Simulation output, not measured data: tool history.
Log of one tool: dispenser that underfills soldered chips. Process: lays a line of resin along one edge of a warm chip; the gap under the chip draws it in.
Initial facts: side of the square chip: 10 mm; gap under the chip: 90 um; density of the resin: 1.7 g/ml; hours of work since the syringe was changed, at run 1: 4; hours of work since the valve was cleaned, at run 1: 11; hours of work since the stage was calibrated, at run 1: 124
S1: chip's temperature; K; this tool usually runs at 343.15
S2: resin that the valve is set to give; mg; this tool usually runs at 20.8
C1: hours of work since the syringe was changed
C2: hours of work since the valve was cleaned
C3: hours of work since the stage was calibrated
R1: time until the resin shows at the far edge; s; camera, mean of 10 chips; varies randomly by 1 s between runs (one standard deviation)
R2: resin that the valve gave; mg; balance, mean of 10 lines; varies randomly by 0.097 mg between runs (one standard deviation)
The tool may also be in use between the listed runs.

| run | hour | S1 | S2 | C1 | C2 | C3 | R1 | R2 |
|---|---|---|---|---|---|---|---|---|
| 1 | 0.0 | 343.15 | 20.8 | 4 | 11 | 124 | 125.2 | 20.59 |
|  | 2.4 | new syringe of resin |
| 2 | 8.8 | 343.15 | 20.8 | 5 | 18 | 131 | 131.9 | 20.71 |
|  | 10.8 | new syringe of resin |
|  | 18.8 | new syringe of resin |
| 3 | 18.8 | 343.15 | 18.9 | 0 | 25 | 138 | 104.2 | 18.85 |
| 4 | 23.5 | 343.15 | 18.9 | 4 | 28 | 141 | 122.7 | 18.88 |
|  | 27.0 | new syringe of resin |
| 5 | 33.4 | 343.15 | 21.9 | 5 | 36 | 149 | 137.4 | 21.56 |
|  | 35.4 | new syringe of resin |
| 6 | 38.8 | 343.15 | 21.9 | 3 | 40 | 152 | 117.1 | 21.54 |
|  | 43.5 | new syringe of resin |
| 7 | 43.8 | 343.15 | 21.9 | 0 | 43 | 156 | 102.5 | 21.39 |
|  | 51.5 | new syringe of resin |
| 8 | 52.7 | 343.15 | 20.4 | 1 | 50 | 162 | 111.7 | 20.03 |
|  | 59.4 | new syringe of resin |
| 9 | 59.4 | 343.15 | 20.4 | 0 | 54 | 167 | 102.8 | 19.93 |
| 10 | 67.0 | 332.15 | 21.6 | 6 | 60 | 173 | 228.4 | 20.96 |
|  | 68.1 | new syringe of resin |
|  | 76.2 | new syringe of resin |
| 11 | 76.2 | 332.15 | 21.6 | 0 | 67 | 179 | 178.4 | 20.73 |
|  | 84.4 | new syringe of resin |
| 12 | 86.3 | 340.15 | 26.2 | 1 | 74 | 187 | 125.8 | 25.25 |
|  | 92.9 | new syringe of resin |
| 13 | 97.3 | 353.15 | 19.3 | 3 | 82 | 195 | 84.7 | 18.59 |

Branching from run 13: 4 alternative next runs. What would each branch give?
|  | 99.6 | dispensing valve cleaned and set on the balance |
|  | 101.8 | new syringe of resin |
| A | 108.7 | 330.15 | 19.3 | 5 | 7 | 203 | ? | ? |
|  | 99.6 | dispensing valve cleaned and set on the balance |
|  | 101.8 | new syringe of resin |
| B | 108.7 | 350.15 | 25.3 | 5 | 7 | 203 | ? | ? |
|  | 99.6 | dispensing valve cleaned and set on the balance |
|  | 101.8 | new syringe of resin |
| C | 108.7 | 333.15 | 25.2 | 5 | 7 | 203 | ? | ? |
|  | 99.6 | dispensing valve cleaned and set on the balance |
|  | 101.8 | new syringe of resin |
| D | 108.7 | 338.15 | 24.8 | 5 | 7 | 203 | ? | ? |

| run | R1 | R2 |
|---|---|---|
| A | 262.9 | 19.20 |
| B | 99.1 | 25.31 |
| C | 212.7 | 25.08 |
| D | 170.9 | 24.82 |
Without the tool's unlogged condition, the same runs would have read:
| run | R1 | R2 |
|---|---|---|
| A | 184.6 | 19.28 |
| B | 70.2 | 25.41 |
| C | 149.6 | 25.18 |
| D | 120.5 | 24.92 |
